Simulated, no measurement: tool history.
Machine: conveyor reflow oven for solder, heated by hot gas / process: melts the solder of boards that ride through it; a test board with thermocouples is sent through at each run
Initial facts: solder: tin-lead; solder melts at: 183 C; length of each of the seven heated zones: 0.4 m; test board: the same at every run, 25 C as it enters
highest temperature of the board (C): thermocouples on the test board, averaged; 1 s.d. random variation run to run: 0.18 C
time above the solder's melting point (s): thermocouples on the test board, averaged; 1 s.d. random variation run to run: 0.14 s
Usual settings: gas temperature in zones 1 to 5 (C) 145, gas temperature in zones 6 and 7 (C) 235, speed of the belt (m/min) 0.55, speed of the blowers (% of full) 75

run,day,gas temperature in zones 1 to 5 (C),gas temperature in zones 6 and 7 (C),speed of the belt (m/min),speed of the blowers (% of full),highest temperature of the board (C),time above the solder's melting point (s)
1,0,145,235,0.55,75,214.1,64.3
2,0.271,145,235,0.55,75,214.1,64.4
3,0.479,145,235,0.55,75,214.4,64.3
4,0.654,133,235,0.55,75,211.3,56.5
5,0.958,133,235,0.55,75,211,56.2
6,1.192,145,235,0.597,75,211.1,55.7
7,1.558,145,235,0.55,75,213.7,64.1
8,1.858,145,235,0.55,75,213.8,64.2
9,2.1,145,235,0.55,75,213.5,64.3
10,2.388,145,235,0.55,75,213.8,64.2
11,2.65,145,235,0.55,69,211.6,61.3
12,2.967,145,235,0.586,69,209.1,54.4
13,3.333,145,235,0.586,69,209.2,54.1
14,3.621,147,235,0.586,69,209.8,55.7
15,4,147,235,0.586,69,209.7,55.9
16,4.179,147,250,0.586,69,221.3,66.8
17,4.354,147,250,0.586,69,221.1,66.5
# day 4.638: flux residue cleaned out of gas plates and filters
18,4.721,147,250,0.586,69,222.3,68.2
19,4.908,147,250,0.586,69,222.3,68.4
20,5.262,147,250,0.636,68,218.2,59.2
21,5.529,147,250,0.636,68,218.4,58.9
22,5.812,147,250,0.636,68,218.3,59
23,5.971,147,250,0.596,68,221.3,66.2
24,6.346,145,235,0.474,75,219.4,82.3
25,6.571,132,235,0.55,75,212,57.3
26,6.892,132,235,0.55,75,212.1,57.1
27,7.2,132,232,0.63,75,204.5,40.3
28,7.421,132,231,0.636,51,189.5,14.5
29,7.771,132,231,0.636,51,189.5,14.7
30,8.017,157,238,0.636,72,213.6,60

Forecast each of these 5 alternatives for the next run:
A,8.358,145,235,0.561,75,?,?
B,8.358,157,238,0.636,85,?,?
C,8.358,132,238,0.571,51,?,?
D,8.358,157,238,0.636,61,?,?
E,8.358,157,238,0.659,72,?,?

run,highest temperature of the board (C),time above the solder's melting point (s)
A,213.6,63
B,217.9,64.1
C,199.9,36.3
D,208.8,53.7
E,212.4,56.5
With no hidden state in the tool, these same runs would have given:
run,highest temperature of the board (C),time above the solder's melting point (s)
A,214.5,63.4
B,218.9,64.3
C,200.6,37.1
D,209.5,54.1
E,213.2,56.8
